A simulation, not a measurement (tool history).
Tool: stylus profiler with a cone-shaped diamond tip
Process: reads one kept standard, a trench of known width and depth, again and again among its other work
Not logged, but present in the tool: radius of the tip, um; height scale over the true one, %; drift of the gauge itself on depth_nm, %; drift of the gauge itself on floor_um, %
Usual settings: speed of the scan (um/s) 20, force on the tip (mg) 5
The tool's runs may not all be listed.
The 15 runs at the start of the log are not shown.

run	hour	speed of the scan (um/s)	force on the tip (mg)	scans with this tip	hours of work since the height scale was calibrated	depth of the trench (angstrom)	width of the trench's floor (µm)
16	726.7	11	5	16715	631	10176.6	15.99
17	786.2	7	5	17008	658	10174.2	16.02
18	825.2	7	5	17200	676	10176.2	15.99
19	872.9	7	5	17435	699	10174.9	15.95
20	907.4	18	14.34	17605	715	10355.4	15.97
21	963.5	35	5	17881	741	10174.5	15.98
22	1024.5	37	5	18181	769	10175.9	15.96
23	1089	18	3.72	18498	799	10144.8	15.96
24	1117.6	47	3.72	18639	812	10142.3	15.95
25	1154.4	8	7.95	18821	829	10239.6	16.01
26	1205.6	8	7.95	19072	853	10240.9	16.02

For run 27, what comes out?
27	1242.8	8	5.85	19255	870	?	?

For run 27 the tool returned depth of the trench (angstrom) 10196.3, width of the trench's floor (µm) 15.96.
Minus the tool's unlogged condition, the same run would have read depth of the trench (angstrom) 10196.6, width of the trench's floor (µm) 15.99.
